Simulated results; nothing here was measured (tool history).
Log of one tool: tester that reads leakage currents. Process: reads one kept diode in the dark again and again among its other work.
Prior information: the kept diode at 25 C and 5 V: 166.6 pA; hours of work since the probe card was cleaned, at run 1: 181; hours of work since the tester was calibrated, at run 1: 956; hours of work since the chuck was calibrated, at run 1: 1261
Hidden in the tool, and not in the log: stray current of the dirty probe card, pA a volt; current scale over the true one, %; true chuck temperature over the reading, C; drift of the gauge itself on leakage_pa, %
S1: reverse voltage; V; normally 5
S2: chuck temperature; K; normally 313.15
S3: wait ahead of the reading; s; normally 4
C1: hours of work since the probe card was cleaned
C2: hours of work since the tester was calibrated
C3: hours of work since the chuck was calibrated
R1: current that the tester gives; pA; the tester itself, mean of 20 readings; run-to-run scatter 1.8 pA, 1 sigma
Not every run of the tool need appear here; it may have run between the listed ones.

run	hour	S1	S2	S3	C1	C2	C3	R1
1	0	5	313.15	4	181	956	1261	603.7
2	30	5	313.15	4	204	979	1284	600.76
3	54.4	5	313.15	4	223	998	1303	602.26
4	91.1	5	313.15	4	252	1027	1332	602.88
5	116.6	3.48	313.15	4	272	1046	1352	485.52
6	145.6	3.48	313.15	4	294	1069	1374	488.01
7	177.7	3.48	313.15	4	319	1094	1399	486.64
8	213.5	3.48	313.15	4	347	1122	1427	487.99
9	258.9	8.19	313.15	4	382	1157	1462	795.38
10	304.5	8.19	313.15	4	418	1192	1497	797.75
11	345.6	8.19	313.15	2.05	449	1224	1529	800.72
12	369.3	1.71	313.15	4	468	1243	1548	322.91
13	397.5	19.84	313.15	4	490	1264	1570	1340.52
14	425.1	5	313.15	4	511	1286	1591	599.08
15	452.9	4.95	313.15	4	533	1307	1613	597.45
16	481.1	1.39	317.15	2.06	555	1329	1635	395.28
17	507.4	5	330.15	4	575	1350	1655	2253.63
18	535.7	2.41	320.15	1.04	597	1372	1677	687.7
19	558.4	5	326.15	8.66	615	1389	1695	1661.28
20	611.2	4.3	296.15	2.25	656	1430	1736	127.67
21	663.5	16.32	296.15	0.82	696	1471	1776	279.64
22	693.3	16.32	296.15	0.82	719	1494	1799	281.16
23	741.8	16.32	296.15	0.82	757	1532	1837	280
24	794.8	5.45	307.15	4	798	1573	1878	384.06
25	823.2	1.31	294.15	4	820	1595	1900	53.16
26	855.3	2.75	302.15	0.47	845	1620	1925	169.25
27	878.7	3.17	304.15	2.05	863	1638	1943	217.9
28	907.3	1.84	316.15	5.5	885	1660	1965	430.1
29	955	5	316.15	0.79	922	1697	2002	767.45
30	995.9	1.73	313.15	4	954	1729	2034	325.5

Consider 5 possible next runs. They are alternatives, not a sequence: every one starts from the tool as it was left by run 30. What does each give?
A	1041.3	1.84	296.15	4	989	1764	2069	?
B	1041.3	6.07	293.15	2.06	989	1764	2069	?
C	1041.3	5	313.15	0.97	989	1764	2069	?
D	1041.3	5.14	308.15	0.31	989	1764	2069	?
E	1041.3	5	313.15	0.81	989	1764	2069	?

run	R1
A	77.88
B	118.58
C	606.63
D	408.78
E	599.36
With the hidden condition removed and each run's random variation left untouched, the same runs would have given:
run	R1
A	78.03
B	118.8
C	607.72
D	409.53
E	600.44

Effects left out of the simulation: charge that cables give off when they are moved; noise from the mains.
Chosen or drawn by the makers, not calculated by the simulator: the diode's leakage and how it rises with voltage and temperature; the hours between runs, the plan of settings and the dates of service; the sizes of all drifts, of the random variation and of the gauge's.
